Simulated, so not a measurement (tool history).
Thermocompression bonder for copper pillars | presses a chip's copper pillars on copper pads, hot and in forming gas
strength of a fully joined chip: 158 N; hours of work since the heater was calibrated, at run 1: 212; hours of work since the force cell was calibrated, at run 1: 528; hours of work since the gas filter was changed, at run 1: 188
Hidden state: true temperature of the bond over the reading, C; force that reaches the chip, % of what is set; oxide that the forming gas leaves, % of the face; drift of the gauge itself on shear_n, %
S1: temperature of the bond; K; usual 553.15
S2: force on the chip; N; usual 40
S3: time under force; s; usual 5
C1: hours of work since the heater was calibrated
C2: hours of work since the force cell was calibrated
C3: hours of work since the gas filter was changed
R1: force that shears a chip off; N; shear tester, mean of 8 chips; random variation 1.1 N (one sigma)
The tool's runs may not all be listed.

| run | hour | S1 | S2 | S3 | C1 | C2 | C3 | R1 |
|---|---|---|---|---|---|---|---|---|
| 1 | 0 | 553.15 | 40 | 5 | 212 | 528 | 188 | 92.8 |
| 2 | 26.7 | 553.15 | 40 | 5 | 224 | 540 | 200 | 93.9 |
| 3 | 59.8 | 541.15 | 40 | 5 | 239 | 555 | 215 | 83.8 |
| 4 | 94.5 | 553.15 | 40 | 5 | 254 | 571 | 230 | 94.2 |
| 5 | 126.5 | 553.15 | 40 | 5 | 269 | 585 | 245 | 93.2 |
| 6 | 163.8 | 553.15 | 40 | 5 | 285 | 602 | 261 | 92.6 |
| 7 | 198.9 | 553.15 | 40 | 5 | 301 | 618 | 277 | 94 |
| 8 | 223.1 | 553.15 | 40 | 15 | 312 | 629 | 288 | 123.5 |
| 9 | 248.8 | 553.15 | 40 | 5 | 324 | 640 | 300 | 93.5 |
| 10 | 280.6 | 553.15 | 40 | 5 | 338 | 654 | 314 | 92.8 |
| 11 | 306.1 | 553.15 | 40 | 5 | 349 | 666 | 325 | 89.3 |
| 12 | 323.5 | 553.15 | 40 | 5 | 357 | 674 | 333 | 92 |
| 13 | 356.1 | 553.15 | 40 | 5 | 372 | 688 | 348 | 91.6 |
| 14 | 386.5 | 553.15 | 40 | 5 | 385 | 702 | 361 | 90.1 |
| 15 | 410 | 553.15 | 40 | 13 | 396 | 712 | 372 | 115.6 |
| 16 | 444.3 | 553.15 | 40 | 5 | 411 | 728 | 387 | 92.4 |
|  | 447.9 | forming gas filter changed |
| 17 | 468.5 | 553.15 | 40 | 5 | 422 | 738 | 9 | 94.8 |
| 18 | 496.5 | 553.15 | 40 | 5 | 435 | 751 | 22 | 94.3 |
| 19 | 522.8 | 553.15 | 40 | 5 | 446 | 763 | 34 | 93.7 |
| 20 | 547.6 | 553.15 | 27 | 5 | 457 | 774 | 45 | 77.3 |
| 21 | 567.9 | 553.15 | 27 | 5 | 467 | 783 | 54 | 79 |
| 22 | 599.7 | 553.15 | 27 | 5 | 481 | 797 | 68 | 78.5 |
| 23 | 628.6 | 562.15 | 43 | 6 | 494 | 810 | 81 | 111.2 |
| 24 | 662.4 | 541.15 | 29 | 6 | 509 | 825 | 96 | 73.7 |
| 25 | 693 | 544.15 | 28 | 3 | 523 | 839 | 110 | 59.1 |
|  | 722.2 | force cell calibrated |
| 26 | 722.3 | 544.15 | 28 | 3 | 535 | 0 | 123 | 56.3 |
| 27 | 744.9 | 560.15 | 46 | 8 | 545 | 10 | 133 | 117.3 |
| 28 | 774.7 | 546.15 | 38 | 6 | 559 | 24 | 146 | 85.8 |
| 29 | 805.8 | 546.15 | 38 | 7 | 573 | 38 | 160 | 90.7 |
| 30 | 832.7 | 552.15 | 49 | 13 | 585 | 50 | 172 | 124.2 |
| 31 | 865.6 | 548.15 | 28 | 6 | 600 | 64 | 187 | 77.2 |
| 32 | 888.9 | 578.15 | 34 | 6 | 610 | 75 | 197 | 110.6 |
| 33 | 925.5 | 561.15 | 57 | 3 | 626 | 91 | 214 | 96.6 |
| 34 | 962.2 | 549.15 | 50 | 5 | 643 | 108 | 230 | 92.5 |
| 35 | 980.4 | 553.15 | 56 | 14 | 651 | 116 | 238 | 130.1 |
| 36 | 1001.1 | 553.15 | 56 | 14 | 660 | 125 | 248 | 127.9 |
| 37 | 1016.7 | 553.15 | 56 | 14 | 667 | 132 | 255 | 126.9 |
| 38 | 1044.8 | 553.15 | 56 | 14 | 680 | 145 | 267 | 129.1 |
| 39 | 1068.2 | 527.15 | 52 | 14 | 690 | 155 | 278 | 102.3 |
| 40 | 1088.6 | 553.15 | 31 | 3 | 700 | 164 | 287 | 66.1 |
| 41 | 1109.8 | 573.15 | 48 | 3 | 709 | 174 | 296 | 100.6 |

Hidden state or all else? Some run-to-run changes of R1, split into what the settings, what came in and random variation would give without the hidden state, and what is left for the hidden state (with any gauge scatter that isn't in both results):
Run 16 -> 17: forming gas filter changed. R1 +2.4 N: hidden state +3.4, all else -1.
Run 25 -> 26: force cell calibrated. R1 -2.8 N: hidden state -1.3, all else -1.5.
Run 26 -> 27: S1 544.15 -> 560.15, S2 28 -> 46, S3 3 -> 8. R1 +61 N: hidden state -1.3, all else +62.3.
Run 30 -> 31: S1 552.15 -> 548.15, S2 49 -> 28, S3 13 -> 6. R1 -47 N: hidden state +0, all else -47.
Run 34 -> 35: S1 549.15 -> 553.15, S2 50 -> 56, S3 5 -> 14. R1 +37.6 N: hidden state +0.2, all else +37.4.
Run 39 -> 40: S1 527.15 -> 553.15, S2 52 -> 31, S3 14 -> 3. R1 -36.2 N: hidden state +2.1, all else -38.3.
